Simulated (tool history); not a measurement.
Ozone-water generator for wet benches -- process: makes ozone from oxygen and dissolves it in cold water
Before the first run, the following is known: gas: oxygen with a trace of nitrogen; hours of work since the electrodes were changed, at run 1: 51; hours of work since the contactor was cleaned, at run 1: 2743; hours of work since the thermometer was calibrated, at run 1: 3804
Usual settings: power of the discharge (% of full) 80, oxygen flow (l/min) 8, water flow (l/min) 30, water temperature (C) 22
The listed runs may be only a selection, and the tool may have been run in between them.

| run | hour | power of the discharge (% of full) | oxygen flow (l/min) | water flow (l/min) | water temperature (C) | hours of work since the electrodes were changed | hours of work since the contactor was cleaned | hours of work since the thermometer was calibrated | dissolved ozone (ppm) | ozone in the gas ahead of the water (g/m3) |
|---|---|---|---|---|---|---|---|---|---|---|
| 1 | 0 | 80 | 8 | 30 | 22 | 51 | 2743 | 3804 | 23.4 | 294.1 |
| 2 | 24.7 | 80 | 8 | 30 | 22 | 67 | 2759 | 3819 | 23 | 298 |
| 3 | 53.6 | 80 | 8 | 30 | 22 | 85 | 2776 | 3837 | 23.2 | 295.6 |
| 4 | 87.8 | 80 | 8 | 30 | 22 | 106 | 2798 | 3858 | 23.1 | 295 |
| 5 | 110.9 | 80 | 8 | 30 | 22 | 120 | 2812 | 3872 | 23.5 | 296.2 |
| 6 | 159.7 | 80 | 8 | 30 | 17 | 151 | 2842 | 3903 | 24.8 | 293.3 |
| 7 | 204.9 | 80 | 8 | 30 | 17 | 179 | 2870 | 3931 | 24.9 | 294.6 |
| 8 | 242.2 | 80 | 8 | 30 | 22 | 202 | 2894 | 3954 | 23 | 293.8 |
| 9 | 283.6 | 80 | 8 | 30 | 22 | 227 | 2919 | 3980 | 23.2 | 295.1 |
| 10 | 304.1 | 80 | 8 | 30 | 22 | 240 | 2932 | 3992 | 23.3 | 292.6 |
| 11 | 336.7 | 80 | 8 | 30 | 22 | 260 | 2952 | 4013 | 23.1 | 295.3 |
| 12 | 364.6 | 80 | 8 | 30 | 22 | 278 | 2969 | 4030 | 23.4 | 294 |
| 13 | 404.3 | 80 | 8 | 30 | 22 | 302 | 2994 | 4055 | 23 | 291.1 |
| 14 | 451.7 | 68 | 6.04 | 30 | 22 | 332 | 3024 | 4084 | 20 | 292.6 |
| 15 | 493.3 | 68 | 6.04 | 31 | 20 | 357 | 3049 | 4110 | 19.8 | 293.9 |
| 16 | 519.7 | 68 | 6.04 | 31 | 20 | 374 | 3066 | 4126 | 19.5 | 292.4 |
| 17 | 560.7 | 85 | 6.04 | 41 | 20 | 399 | 3091 | 4152 | 18.6 | 354.4 |
| 18 | 599.4 | 93 | 8 | 30 | 21 | 423 | 3115 | 4176 | 26.5 | 334.5 |
| 19 | 622.7 | 71 | 8 | 35 | 18 | 438 | 3130 | 4190 | 19.9 | 263.4 |
| 20 | 645.9 | 71 | 8 | 35 | 18 | 452 | 3144 | 4204 | 19.9 | 268.6 |
| 21 | 692.7 | 71 | 8 | 35 | 18 | 481 | 3173 | 4233 | 19.7 | 265.1 |
| 22 | 722.1 | 42 | 8 | 35 | 18 | 499 | 3191 | 4252 | 12.9 | 168.7 |

Consider 3 possible next runs. They are alternatives, not a sequence: every one starts from the tool as it was left by run 22. What does each give?
|  | 731.3 | water thermometer calibrated |
| A | 760.1 | 42 | 10.75 | 34 | 18 | 523 | 3215 | 18 | ? | ? |
|  | 731.3 | water thermometer calibrated |
| B | 760.1 | 42 | 5.08 | 36 | 16 | 523 | 3215 | 18 | ? | ? |
|  | 731.3 | water thermometer calibrated |
| C | 760.1 | 42 | 8 | 22 | 18 | 523 | 3215 | 18 | ? | ? |

| run | dissolved ozone (ppm) | ozone in the gas ahead of the water (g/m3) |
|---|---|---|
| A | 13.3 | 149.6 |
| B | 11.7 | 213.2 |
| C | 18.3 | 173 |
Take away the tool's hidden state, keep each run's random variation, and the runs would have read:
| run | dissolved ozone (ppm) | ozone in the gas ahead of the water (g/m3) |
|---|---|---|
| A | 13.4 | 151.7 |
| B | 11.7 | 216.3 |
| C | 18.3 | 175.5 |
